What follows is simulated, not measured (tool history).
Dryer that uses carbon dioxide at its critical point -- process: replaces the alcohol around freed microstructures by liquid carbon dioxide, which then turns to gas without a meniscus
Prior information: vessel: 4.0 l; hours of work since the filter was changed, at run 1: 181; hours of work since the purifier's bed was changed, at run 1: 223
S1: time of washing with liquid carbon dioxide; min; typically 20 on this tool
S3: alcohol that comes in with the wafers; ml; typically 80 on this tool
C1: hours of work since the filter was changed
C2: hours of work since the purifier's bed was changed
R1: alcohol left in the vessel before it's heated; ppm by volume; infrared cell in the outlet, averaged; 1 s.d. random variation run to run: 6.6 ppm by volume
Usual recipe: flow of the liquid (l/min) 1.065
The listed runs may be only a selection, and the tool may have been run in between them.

{"run": 1, "day": 0.0, "S1": 20, "flow of the liquid (l/min)": 1.065, "S3": 80, "C1": 181, "C2": 223, "R1": 457}
{"run": 2, "day": 0.912, "S1": 20, "flow of the liquid (l/min)": 1.065, "S3": 69, "C1": 197, "C2": 239, "R1": 414}
{"run": 3, "day": 1.554, "S1": 20, "flow of the liquid (l/min)": 1.065, "S3": 69, "C1": 208, "C2": 250, "R1": 419}
{"run": 4, "day": 2.388, "S1": 20, "flow of the liquid (l/min)": 1.065, "S3": 69, "C1": 222, "C2": 265, "R1": 439}
{"run": 5, "day": 3.15, "S1": 20, "flow of the liquid (l/min)": 1.065, "S3": 69, "C1": 236, "C2": 278, "R1": 451}
{"run": 6, "day": 3.788, "S1": 20, "flow of the liquid (l/min)": 1.065, "S3": 69, "C1": 247, "C2": 289, "R1": 456}
{"run": 7, "day": 4.204, "S1": 20, "flow of the liquid (l/min)": 1.065, "S3": 69, "C1": 254, "C2": 296, "R1": 464}
{"run": 8, "day": 4.754, "S1": 20, "flow of the liquid (l/min)": 1.065, "S3": 80, "C1": 263, "C2": 306, "R1": 537}
{"run": 9, "day": 5.508, "S1": 20, "flow of the liquid (l/min)": 1.065, "S3": 80, "C1": 277, "C2": 319, "R1": 550}
{"run": 10, "day": 6.079, "S1": 20, "flow of the liquid (l/min)": 1.065, "S3": 80, "C1": 287, "C2": 329, "R1": 569}
{"run": 11, "day": 6.746, "S1": 30, "flow of the liquid (l/min)": 1.065, "S3": 80, "C1": 298, "C2": 341, "R1": 208}
{"run": 12, "day": 7.325, "S1": 20, "flow of the liquid (l/min)": 1, "S3": 72, "C1": 308, "C2": 351, "R1": 635}
{"run": 13, "day": 7.975, "S1": 31, "flow of the liquid (l/min)": 0.66, "S3": 80, "C1": 320, "C2": 362, "R1": 639}
{"run": 14, "day": 8.583, "S1": 31, "flow of the liquid (l/min)": 0.66, "S3": 80, "C1": 330, "C2": 373, "R1": 665}
{"run": 15, "day": 9.196, "S1": 22, "flow of the liquid (l/min)": 1.065, "S3": 91, "C1": 341, "C2": 383, "R1": 504}
{"run": 16, "day": 9.6, "S1": 25, "flow of the liquid (l/min)": 1.11, "S3": 29, "C1": 348, "C2": 390, "R1": 218}
{"run": 17, "day": 10.179, "S1": 23, "flow of the liquid (l/min)": 1.47, "S3": 40, "C1": 358, "C2": 400, "R1": 186}
{"run": 18, "day": 10.871, "S1": 28, "flow of the liquid (l/min)": 1.18, "S3": 55, "C1": 370, "C2": 412, "R1": 212}
{"run": 19, "day": 11.575, "S1": 21, "flow of the liquid (l/min)": 1.62, "S3": 56, "C1": 382, "C2": 425, "R1": 201}

Alternative continuations, all from the tool just after run 19; predict every row:
{"run": "A", "day": 12.012, "S1": 21, "flow of the liquid (l/min)": 1.7, "S3": 56, "C1": 390, "C2": 432, "R1": "?"}
{"run": "B", "day": 12.012, "S1": 17, "flow of the liquid (l/min)": 1.67, "S3": 80, "C1": 390, "C2": 432, "R1": "?"}
{"run": "C", "day": 12.012, "S1": 26, "flow of the liquid (l/min)": 0.93, "S3": 80, "C1": 390, "C2": 432, "R1": "?"}
{"run": "D", "day": 12.012, "S1": 14, "flow of the liquid (l/min)": 0.69, "S3": 56, "C1": 390, "C2": 432, "R1": "?"}
{"run": "E", "day": 12.012, "S1": 20, "flow of the liquid (l/min)": 1.32, "S3": 80, "C1": 390, "C2": 432, "R1": "?"}

run=A R1=207
run=B R1=309
run=C R1=464
run=D R1=2774
run=E R1=360
Had the tool no hidden state, the same runs would have come out as:
run=A R1=17
run=B R1=70
run=C R1=167
run=D R1=2069
run=E R1=102
